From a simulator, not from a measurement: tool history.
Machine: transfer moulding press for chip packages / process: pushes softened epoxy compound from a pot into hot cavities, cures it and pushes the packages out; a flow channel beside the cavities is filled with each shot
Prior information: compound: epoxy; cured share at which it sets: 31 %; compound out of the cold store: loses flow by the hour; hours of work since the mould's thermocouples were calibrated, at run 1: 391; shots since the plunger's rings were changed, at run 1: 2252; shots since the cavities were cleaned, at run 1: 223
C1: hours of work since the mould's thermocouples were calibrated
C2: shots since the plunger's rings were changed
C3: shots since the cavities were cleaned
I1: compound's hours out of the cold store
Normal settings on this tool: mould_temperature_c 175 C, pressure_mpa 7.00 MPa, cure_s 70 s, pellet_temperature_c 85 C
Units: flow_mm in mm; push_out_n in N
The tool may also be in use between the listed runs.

Run 1, hour 0.0: usual settings; C1 391; C2 2252; C3 223; I1 37.0. Result: flow_mm 846 mm, push_out_n 496 N.
Run 2, hour 11.8: usual settings; C1 401; C2 2448; C3 419; I1 38.6. Result: flow_mm 863 mm, push_out_n 588 N.
Run 3, hour 21.9: usual settings; C1 409; C2 2617; C3 588; I1 43.9. Result: flow_mm 835 mm, push_out_n 622 N.
Run 4, hour 35.4: usual settings; C1 419; C2 2840; C3 811; I1 29.9. Result: flow_mm 888 mm, push_out_n 664 N.
At hour 37.6: cavities cleaned with cleaning compound and waxed.
Run 5, hour 53.0: usual settings; C1 432; C2 3108; C3 255; I1 11.9. Result: flow_mm 946 mm, push_out_n 518 N.
Run 6, hour 62.8: usual settings; C1 439; C2 3272; C3 419; I1 34.5. Result: flow_mm 865 mm, push_out_n 540 N.
Run 7, hour 80.3: usual settings; C1 453; C2 3564; C3 711; I1 32.0. Result: flow_mm 863 mm, push_out_n 651 N.
At hour 88.9: cavities cleaned with cleaning compound and waxed.
Run 8, hour 92.1: usual settings but mould_temperature_c 177 C; C1 461; C2 3735; C3 53; I1 17.2. Result: flow_mm 906 mm, push_out_n 385 N.
Run 9, hour 108.7: usual settings but mould_temperature_c 177 C; C1 474; C2 4012; C3 330; I1 27.1. Result: flow_mm 875 mm, push_out_n 486 N.
Run 10, hour 120.7: usual settings but mould_temperature_c 177 C; C1 484; C2 4210; C3 528; I1 28.3. Result: flow_mm 861 mm, push_out_n 530 N.
Run 11, hour 130.0: usual settings but pellet_temperature_c 87 C; C1 491; C2 4366; C3 684; I1 10.8. Result: flow_mm 940 mm, push_out_n 647 N.
At hour 133.6: plunger's sealing rings changed.
At hour 141.7: cavities cleaned with cleaning compound and waxed.
Run 12, hour 148.7: usual settings but pellet_temperature_c 87 C; C1 502; C2 228; C3 117; I1 33.0. Result: flow_mm 911 mm, push_out_n 421 N.
Run 13, hour 159.2: usual settings but pellet_temperature_c 88 C; C1 511; C2 402; C3 291; I1 24.4. Result: flow_mm 944 mm, push_out_n 523 N.
Run 14, hour 175.5: usual settings but pellet_temperature_c 88 C; C1 523; C2 674; C3 563; I1 28.8. Result: flow_mm 926 mm, push_out_n 577 N.
Run 15, hour 186.8: usual settings but mould_temperature_c 173 C, pellet_temperature_c 88 C; C1 532; C2 862; C3 751; I1 12.7. Result: flow_mm 983 mm, push_out_n 752 N.
At hour 192.2: cavities cleaned with cleaning compound and waxed.
Run 16, hour 200.5: usual settings but mould_temperature_c 182 C, pressure_mpa 8.79 MPa, cure_s 84 s, pellet_temperature_c 93 C; C1 542; C2 1065; C3 138; I1 41.7. Result: flow_mm 938 mm, push_out_n 361 N.
Run 17, hour 212.9: usual settings but mould_temperature_c 182 C, pressure_mpa 8.79 MPa, cure_s 84 s, pellet_temperature_c 93 C; C1 551; C2 1271; C3 344; I1 42.4. Result: flow_mm 930 mm, push_out_n 416 N.
Run 18, hour 230.4: usual settings but mould_temperature_c 182 C, pressure_mpa 8.79 MPa, cure_s 84 s, pellet_temperature_c 93 C; C1 565; C2 1562; C3 635; I1 29.8. Result: flow_mm 993 mm, push_out_n 491 N.
At hour 242.5: cavities cleaned with cleaning compound and waxed.
Run 19, hour 244.6: usual settings but mould_temperature_c 181 C, pressure_mpa 5.79 MPa, cure_s 60 s; C1 575; C2 1774; C3 34; I1 36.6. Result: flow_mm 783 mm, push_out_n 371 N.
Run 20, hour 256.4: usual settings but mould_temperature_c 181 C, pressure_mpa 5.79 MPa, cure_s 60 s; C1 584; C2 1970; C3 230; I1 24.8. Result: flow_mm 807 mm, push_out_n 456 N.
Run 21, hour 264.2: usual settings but mould_temperature_c 181 C, pressure_mpa 5.79 MPa, cure_s 60 s; C1 590; C2 2100; C3 360; I1 30.1. Result: flow_mm 795 mm, push_out_n 511 N.
Run 22, hour 277.0: usual settings but pressure_mpa 5.26 MPa; C1 600; C2 2313; C3 573; I1 40.4. Result: flow_mm 744 mm, push_out_n 584 N.
Run 23, hour 287.1: usual settings but pressure_mpa 5.26 MPa; C1 608; C2 2482; C3 742; I1 32.7. Result: flow_mm 759 mm, push_out_n 608 N.
At hour 293.3: cavities cleaned with cleaning compound and waxed.
Run 24, hour 298.6: usual settings but mould_temperature_c 178 C, pressure_mpa 5.26 MPa; C1 616; C2 2647; C3 87; I1 23.3. Result: flow_mm 781 mm, push_out_n 392 N.
Run 25, hour 309.0: usual settings but mould_temperature_c 178 C, pressure_mpa 5.26 MPa; C1 624; C2 2821; C3 261; I1 43.2. Result: flow_mm 712 mm, push_out_n 456 N.
Run 26, hour 321.4: usual settings but mould_temperature_c 182 C, pressure_mpa 7.47 MPa, cure_s 50 s, pellet_temperature_c 78 C; C1 634; C2 3028; C3 468; I1 18.4. Result: flow_mm 923 mm, push_out_n 770 N.
Run 27, hour 329.5: usual settings but pellet_temperature_c 77 C; C1 640; C2 3162; C3 602; I1 14.3. Result: flow_mm 939 mm, push_out_n 628 N.
Run 28, hour 342.0: usual settings but pressure_mpa 5.79 MPa; C1 650; C2 3370; C3 810; I1 19.7. Result: flow_mm 840 mm, push_out_n 667 N.

Some steps in flow_mm, run to run, broken into two amounts with sign: the step expected even without the hidden condition (settings, incoming material, random variation), and the rest, left for the hidden condition together with whatever gauge scatter is not in both the measured and the hidden-condition-free result:
Hidden state at play: true mould temperature over the reading, C; pressure that reaches the compound, % of what is set; grip of the stained cavities, % over clean ones'; drift of the gauge itself on flow_mm, %; drift of the gauge itself on push_out_n, %.
Run 11 -> 12: plunger's sealing rings changed, cavities cleaned with cleaning compound and waxed. flow_mm -29 mm: hidden state +61, all else -90.
Run 18 -> 19: mould_temperature_c 182 -> 181, pressure_mpa 8.79 -> 5.79, cure_s 84 -> 60, pellet_temperature_c 93 -> 85, cavities cleaned with cleaning compound and waxed. flow_mm -210 mm: hidden state +3, all else -213.
Run 25 -> 26: mould_temperature_c 178 -> 182, pressure_mpa 5.26 -> 7.47, cure_s 70 -> 50, pellet_temperature_c 85 -> 78. flow_mm +211 mm: hidden state -13, all else +224.
